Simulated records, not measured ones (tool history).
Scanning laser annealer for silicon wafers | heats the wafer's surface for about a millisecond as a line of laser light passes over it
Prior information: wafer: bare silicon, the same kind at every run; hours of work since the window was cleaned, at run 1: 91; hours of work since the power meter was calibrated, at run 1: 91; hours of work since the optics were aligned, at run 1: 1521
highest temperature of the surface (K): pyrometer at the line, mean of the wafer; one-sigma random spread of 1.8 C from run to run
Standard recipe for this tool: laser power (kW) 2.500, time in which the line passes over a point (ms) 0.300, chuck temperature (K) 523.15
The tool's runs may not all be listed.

run	hour	laser power (kW)	time in which the line passes over a point (ms)	chuck temperature (K)	hours of work since the window was cleaned	hours of work since the power meter was calibrated	hours of work since the optics were aligned	highest temperature of the surface (K)
1	0.0	2.500	0.300	523.15	91	91	1521	1290.15
2	25.3	2.500	0.300	523.15	102	102	1531	1294.15
3	53.7	2.500	0.300	523.15	114	114	1543	1292.15
4	86.7	2.500	0.341	523.15	127	127	1557	1335.15
5	123.0	2.500	0.341	523.15	142	142	1572	1336.15
6	140.2	2.132	0.341	523.15	149	149	1579	1212.15
7	158.4	2.132	0.341	523.15	157	157	1586	1209.15
8	175.6	2.132	0.341	523.15	164	164	1593	1211.15
9	194.5	2.409	0.300	523.15	171	171	1601	1258.15
10	222.2	2.409	0.300	523.15	183	183	1612	1259.15
11	242.7	2.409	0.300	514.15	191	191	1621	1251.15
12	268.3	2.409	0.300	514.15	202	202	1631	1248.15
13	290.5	2.409	0.300	514.15	211	211	1641	1244.15
14	321.4	2.409	0.300	514.15	224	224	1653	1247.15
15	350.9	2.409	0.300	514.15	236	236	1665	1245.15
16	368.7	2.500	0.300	554.15	243	243	1673	1315.15
17	397.6	2.500	0.300	554.15	255	255	1685	1311.15
18	428.5	2.378	0.300	523.15	268	268	1697	1247.15
19	448.6	2.378	0.300	523.15	276	276	1706	1244.15
20	476.0	2.746	0.232	512.15	287	287	1717	1258.15
21	506.7	2.569	0.232	534.15	300	300	1729	1231.15
22	526.4	2.323	0.355	538.15	308	308	1738	1293.15

Run 23, settings as shown, results not yet in. Your forecast:
# hour 532.1: laser's power meter calibrated
23	558.6	2.159	0.300	537.15	320	11	1750	?

highest temperature of the surface (K): 1190.15
Had the tool carried no hidden state, the very same run would have given highest temperature of the surface (K) 1206.15.

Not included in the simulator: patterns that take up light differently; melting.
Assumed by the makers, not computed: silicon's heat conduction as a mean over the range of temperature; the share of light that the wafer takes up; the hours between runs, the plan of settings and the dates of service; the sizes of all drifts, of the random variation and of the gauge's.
